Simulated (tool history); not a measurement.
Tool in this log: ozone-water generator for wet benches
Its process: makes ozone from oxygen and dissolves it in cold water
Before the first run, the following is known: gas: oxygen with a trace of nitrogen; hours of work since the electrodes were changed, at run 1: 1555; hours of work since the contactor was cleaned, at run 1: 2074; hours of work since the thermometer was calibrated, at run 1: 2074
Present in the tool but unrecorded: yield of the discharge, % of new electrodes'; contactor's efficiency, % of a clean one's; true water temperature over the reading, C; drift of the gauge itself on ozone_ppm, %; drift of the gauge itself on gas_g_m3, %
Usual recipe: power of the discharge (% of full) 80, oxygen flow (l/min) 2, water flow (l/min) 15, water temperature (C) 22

run    hour  power of the discharge (% of full)  oxygen flow (l/min)  water flow (l/min)  water temperature (C)  hours of work since the electrodes were changed  hours of work since the contactor was cleaned  hours of work since the thermometer was calibrated  dissolved ozone (ppm)  ozone in the gas ahead of the water (g/m3)
  1       0                                  80                    2                  15                     22                                             1555                                           2074                                                2074                   16.6                                       230.4
  2   136.7                                  80                    2                  15                     22                                             1645                                           2164                                                2164                   16.7                                       228.3
  3   272.4                                  80                    2                  15                     22                                             1734                                           2253                                                2253                   16.7                                       228.4
  4   386.6                                  80                    2                  15                     22                                             1809                                           2328                                                2328                   16.4                                       228.2
  5   505.6                                  80                    2                  15                     22                                             1887                                           2406                                                2406                   16.6                                       226.9
  6   601.6                                  80                    2                  15                     22                                             1951                                           2469                                                2469                   16.4                                       227.5
  7   662.8                                  80                    2                  15                     22                                             1991                                           2510                                                2510                   16.4                                       224.9
  8   755.7                                  80                    2                  15                     22                                             2052                                           2571                                                2571                   16.2                                       226.3
  9   858.8                                  80                 1.27                  15                     22                                             2120                                           2638                                                2638                   15.5                                       296.9
 10     940                                  80                 1.27                  15                     22                                             2173                                           2692                                                2692                   15.6                                       296.2
 11  1002.8                                  80                 1.27                  15                     22                                             2214                                           2733                                                2733                   15.5                                       299.1
 12  1128.9                                  80                 1.27                  15                     22                                             2297                                           2816                                                2816                   15.2                                       297.2
 13    1218                                  80                    2                  15                     25                                             2356                                           2875                                                2875                   15.4                                       225.2
 14  1295.7                                  80                    2                  15                     25                                             2407                                           2926                                                2926                   15.9                                       224.3
     1312.9  -- contactor cleaned
 15  1389.6                                  80                    2                  15                     25                                             2466                                             50                                                2985                   15.5                                       226.1
 16  1484.7                                  80                    2                  15                     25                                             2529                                            113                                                3047                   15.6                                       223.8
 17  1555.9                                  80                    2                  15                     25                                             2575                                            160                                                3094                   15.4                                       224.7
 18  1634.9                                  80                 1.96                  11                     15                                             2627                                            212                                                3146                   23.1                                       226.9
 19  1735.4                                  80                 1.96                  16                     20                                             2693                                            278                                                3212                   15.2                                       225.4
     1748.1  -- contactor cleaned, once more
 20  1875.4                                  80                    2                  14                     14                                             2783                                             84                                                3302                     19                                       223.2
 21  2007.8                                  58                 1.75                  15                     21                                             2870                                            171                                                3389                   13.1                                       193.2
 22  2093.2                                  80                    2                  24                     22                                             2926                                            227                                                3445                     10                                         225
 23    2158                                  80                    2                  24                     22                                             2969                                            270                                                3487                    9.9                                         224
 24  2230.8                                  80                    2                  24                     22                                             3017                                            317                                                3535                    9.9                                       223.7
 25  2295.3                                  83                 2.22                  24                     29                                             3059                                            360                                                3578                    9.7                                       213.5
 26    2355                                  80                 3.01                  12                     22                                             3098                                            399                                                3617                   19.4                                         176
 27  2466.7                                  71                 1.28                  12                     15                                             3172                                            473                                                3690                   18.8                                       268.9
 28    2566                                  80                    2                  15                     26                                             3237                                            538                                                3756                   15.6                                         221
 29  2632.7                                  80                    2                  15                     26                                             3281                                            582                                                3800                   15.7                                       222.1
 30  2752.6                                  90                    2                  20                     26                                             3360                                            661                                                3878                   12.8                                       240.6
 31  2851.2                                  80                 1.03                  15                     18                                             3425                                            725                                                3943                   15.2                                       328.2
 32  2985.6                                  80                 3.26                  15                     20                                             3513                                            814                                                4032                   16.7                                       163.7

What differs in the tool's unlogged condition from the final listed run ahead of each entry between runs to the first listed run following it?
Logged between run 14 and run 15: contactor cleaned (hour 1312.9)
  yield of the discharge, % of new electrodes': 95.8 -> 95.7; contactor's efficiency, % of a clean one's: 94.6 -> 92
  the result without the hidden state subtracted from the measured one, dissolved ozone (ppm): -1.1 -> -1.4; ozone in the gas ahead of the water (g/m3): -10.8 -> -11.2
Logged between run 19 and run 20: contactor cleaned, once more (hour 1748.1)
  yield of the discharge, % of new electrodes': 95.3 -> 95.1; contactor's efficiency, % of a clean one's: 91.6 -> 99.5; true water temperature over the reading, C: 0.23 -> 0.24
  the result without the hidden state subtracted from the measured one, dissolved ozone (ppm): -1.4 -> -1.1; ozone in the gas ahead of the water (g/m3): -12.2 -> -12.5
